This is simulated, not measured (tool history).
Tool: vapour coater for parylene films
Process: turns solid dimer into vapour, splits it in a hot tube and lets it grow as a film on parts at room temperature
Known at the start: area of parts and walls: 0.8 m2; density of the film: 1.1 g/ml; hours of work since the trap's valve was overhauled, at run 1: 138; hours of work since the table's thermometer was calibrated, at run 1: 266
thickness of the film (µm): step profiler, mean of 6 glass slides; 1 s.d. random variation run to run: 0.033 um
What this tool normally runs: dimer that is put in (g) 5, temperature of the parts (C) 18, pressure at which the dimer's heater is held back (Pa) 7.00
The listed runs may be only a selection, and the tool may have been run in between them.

run,hour,dimer that is put in (g),temperature of the parts (C),pressure at which the dimer's heater is held back (Pa),hours of work since the trap's valve was overhauled,hours of work since the table's thermometer was calibrated,thickness of the film (µm)
1,0.0,5,18,7.00,138,266,3.30
2,47.4,5,18,7.00,173,300,3.26
3,89.5,5,15,7.00,203,330,3.48
# hour 118.9: trap's valve overhauled
4,156.6,5,18,2.91,27,376,3.63
5,205.6,5,18,7.00,62,411,3.32
6,254.4,5,18,7.00,98,446,3.20
7,298.9,5,18,7.00,130,479,3.28
8,359.7,5,18,7.00,174,522,3.30
9,408.8,5,18,7.00,209,558,3.30
# hour 428.4: trap's valve overhauled
10,474.1,5,18,7.00,33,602,3.21
11,547.8,5,18,7.00,86,655,3.28
12,616.2,5,16,7.00,135,705,3.46
13,683.3,5,16,7.00,184,753,3.36
14,726.4,3,18,7.00,215,784,1.94
# hour 736.8: trap's valve overhauled
15,795.9,4,30,2.16,43,831,2.33
16,840.0,3,30,2.16,74,863,1.72
17,900.9,2,10,2.10,118,907,1.81
18,958.3,2,10,2.10,160,948,1.82
19,988.8,7,26,2.30,182,970,4.36
# hour 1044.9: trap's valve overhauled
20,1046.9,7,26,2.30,1,1009,4.44
21,1098.7,7,26,2.30,39,1047,4.38
22,1171.0,4,23,2.30,91,1099,2.68
23,1203.9,4,25,10.03,115,1123,2.22

Entry by entry between the runs, the difference in hidden state between the last listed run before and the first listed run after:
After run 3, before run 4: trap's valve overhauled (hour 118.9)
  vapour lost through the trap's worn valve, %: 0.2 -> 0
After run 9, before run 10: trap's valve overhauled (hour 428.4)
  vapour lost through the trap's worn valve, %: 0.2 -> 0
After run 14, before run 15: trap's valve overhauled (hour 736.8)
  vapour lost through the trap's worn valve, %: 0.2 -> 0.1
After run 19, before run 20: trap's valve overhauled (hour 1044.9)
  vapour lost through the trap's worn valve, %: 0.2 -> 0
